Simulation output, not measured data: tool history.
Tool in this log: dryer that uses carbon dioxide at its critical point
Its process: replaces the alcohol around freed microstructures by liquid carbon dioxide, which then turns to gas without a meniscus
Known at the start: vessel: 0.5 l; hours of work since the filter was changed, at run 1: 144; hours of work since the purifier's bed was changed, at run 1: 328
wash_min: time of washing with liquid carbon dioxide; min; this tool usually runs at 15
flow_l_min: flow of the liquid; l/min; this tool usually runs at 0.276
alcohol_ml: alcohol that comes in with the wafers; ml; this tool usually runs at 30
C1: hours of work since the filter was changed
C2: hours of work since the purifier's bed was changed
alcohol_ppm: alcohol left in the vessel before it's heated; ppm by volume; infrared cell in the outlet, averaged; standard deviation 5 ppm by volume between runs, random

run 1 hour=0.0 | wash_min=15 flow_l_min=0.276 alcohol_ml=30 | C1=144 C2=328 | alcohol_ppm=115
run 2 hour=26.1 | wash_min=15 flow_l_min=0.276 alcohol_ml=30 | C1=154 C2=339 | alcohol_ppm=132
run 3 hour=65.4 | wash_min=10 flow_l_min=0.276 alcohol_ml=30 | C1=169 C2=354 | alcohol_ppm=541
run 4 hour=121.7 | wash_min=10 flow_l_min=0.276 alcohol_ml=30 | C1=192 C2=377 | alcohol_ppm=566
run 5 hour=168.7 | wash_min=15 flow_l_min=0.276 alcohol_ml=53 | C1=210 C2=395 | alcohol_ppm=172
run 6 hour=205.5 | wash_min=15 flow_l_min=0.276 alcohol_ml=53 | C1=225 C2=410 | alcohol_ppm=201
run 7 hour=246.7 | wash_min=15 flow_l_min=0.276 alcohol_ml=53 | C1=241 C2=426 | alcohol_ppm=188
run 8 hour=291.9 | wash_min=15 flow_l_min=0.276 alcohol_ml=30 | C1=259 C2=444 | alcohol_ppm=162
run 9 hour=320.5 | wash_min=15 flow_l_min=0.276 alcohol_ml=30 | C1=270 C2=455 | alcohol_ppm=159
run 10 hour=343.5 | wash_min=15 flow_l_min=0.276 alcohol_ml=30 | C1=280 C2=464 | alcohol_ppm=164
run 11 hour=370.0 | wash_min=15 flow_l_min=0.243 alcohol_ml=30 | C1=290 C2=475 | alcohol_ppm=229
run 12 hour=415.7 | wash_min=15 flow_l_min=0.276 alcohol_ml=30 | C1=308 C2=493 | alcohol_ppm=173
run 13 hour=457.6 | wash_min=15 flow_l_min=0.276 alcohol_ml=30 | C1=325 C2=510 | alcohol_ppm=189
run 14 hour=500.0 | wash_min=15 flow_l_min=0.244 alcohol_ml=30 | C1=341 C2=526 | alcohol_ppm=263
run 15 hour=549.3 | wash_min=15 flow_l_min=0.244 alcohol_ml=30 | C1=361 C2=546 | alcohol_ppm=281
run 16 hour=602.5 | wash_min=15 flow_l_min=0.276 alcohol_ml=30 | C1=382 C2=567 | alcohol_ppm=201
run 17 hour=631.1 | wash_min=15 flow_l_min=0.208 alcohol_ml=30 | C1=393 C2=578 | alcohol_ppm=486
run 18 hour=671.6 | wash_min=15 flow_l_min=0.208 alcohol_ml=30 | C1=409 C2=594 | alcohol_ppm=507
run 19 hour=712.0 | wash_min=15 flow_l_min=0.276 alcohol_ml=30 | C1=425 C2=610 | alcohol_ppm=221
run 20 hour=762.1 | wash_min=15 flow_l_min=0.276 alcohol_ml=30 | C1=445 C2=630 | alcohol_ppm=231
run 21 hour=806.1 | wash_min=15 flow_l_min=0.276 alcohol_ml=30 | C1=463 C2=648 | alcohol_ppm=244
run 22 hour=831.4 | wash_min=10 flow_l_min=0.276 alcohol_ml=30 | C1=473 C2=658 | alcohol_ppm=874
run 23 hour=856.3 | wash_min=15 flow_l_min=0.276 alcohol_ml=46 | C1=482 C2=667 | alcohol_ppm=285
run 24 hour=897.6 | wash_min=12 flow_l_min=0.276 alcohol_ml=46 | C1=499 C2=684 | alcohol_ppm=656
run 25 hour=923.6 | wash_min=15 flow_l_min=0.276 alcohol_ml=106 | C1=509 C2=694 | alcohol_ppm=480
run 26 hour=962.6 | wash_min=15 flow_l_min=0.276 alcohol_ml=50 | C1=525 C2=709 | alcohol_ppm=333
run 27 hour=1007.8 | wash_min=11 flow_l_min=0.220 alcohol_ml=81 | C1=542 C2=727 | alcohol_ppm=3856
-- hour=1032.9 inlet filter changed
run 28 hour=1043.1 | wash_min=11 flow_l_min=0.220 alcohol_ml=81 | C1=4 C2=741 | alcohol_ppm=1884
run 29 hour=1081.0 | wash_min=11 flow_l_min=0.220 alcohol_ml=81 | C1=19 C2=756 | alcohol_ppm=1958
run 30 hour=1129.7 | wash_min=21 flow_l_min=0.387 alcohol_ml=81 | C1=38 C2=775 | alcohol_ppm=197
run 31 hour=1154.1 | wash_min=21 flow_l_min=0.387 alcohol_ml=81 | C1=48 C2=785 | alcohol_ppm=190
run 32 hour=1196.4 | wash_min=21 flow_l_min=0.387 alcohol_ml=81 | C1=65 C2=802 | alcohol_ppm=205
run 33 hour=1225.1 | wash_min=15 flow_l_min=0.455 alcohol_ml=117 | C1=76 C2=813 | alcohol_ppm=202
run 34 hour=1275.3 | wash_min=9 flow_l_min=0.276 alcohol_ml=46 | C1=96 C2=833 | alcohol_ppm=1220
run 35 hour=1303.0 | wash_min=14 flow_l_min=0.374 alcohol_ml=39 | C1=107 C2=844 | alcohol_ppm=219
run 36 hour=1359.5 | wash_min=10 flow_l_min=0.395 alcohol_ml=39 | C1=129 C2=866 | alcohol_ppm=285
run 37 hour=1400.8 | wash_min=15 flow_l_min=0.366 alcohol_ml=80 | C1=146 C2=883 | alcohol_ppm=228
run 38 hour=1456.5 | wash_min=13 flow_l_min=0.247 alcohol_ml=26 | C1=168 C2=905 | alcohol_ppm=406
run 39 hour=1491.9 | wash_min=13 flow_l_min=0.302 alcohol_ml=28 | C1=182 C2=919 | alcohol_ppm=284
run 40 hour=1527.5 | wash_min=13 flow_l_min=0.276 alcohol_ml=105 | C1=196 C2=933 | alcohol_ppm=608
-- hour=1563.4 purifier's bed changed
run 41 hour=1570.0 | wash_min=11 flow_l_min=0.366 alcohol_ml=21 | C1=211 C2=3 | alcohol_ppm=46

Some steps in alcohol_ppm between neighbouring runs. How much of each would the tool show without its hidden state too (settings, what came in, random variation), and how much is left for the hidden state, with any gauge scatter that isn't in both results?
The hidden state here: flow that reaches the vessel past the clogged filter, %; alcohol in the recycled carbon dioxide, ppm; drift of the gauge itself on alcohol_ppm, %.
Run 26 -> 27: wash_min 15 -> 11, flow_l_min 0.276 -> 0.220, alcohol_ml 50 -> 81. alcohol_ppm +3523 ppm by volume: hidden state +1851, all else +1672.
Run 27 -> 28: inlet filter changed. alcohol_ppm -1972 ppm by volume: hidden state -1932, all else -40.
Run 29 -> 30: wash_min 11 -> 21, flow_l_min 0.220 -> 0.387. alcohol_ppm -1761 ppm by volume: hidden state -55, all else -1706.
Run 40 -> 41: wash_min 13 -> 11, flow_l_min 0.276 -> 0.366, alcohol_ml 105 -> 21, purifier's bed changed. alcohol_ppm -562 ppm by volume: hidden state -333, all else -229.
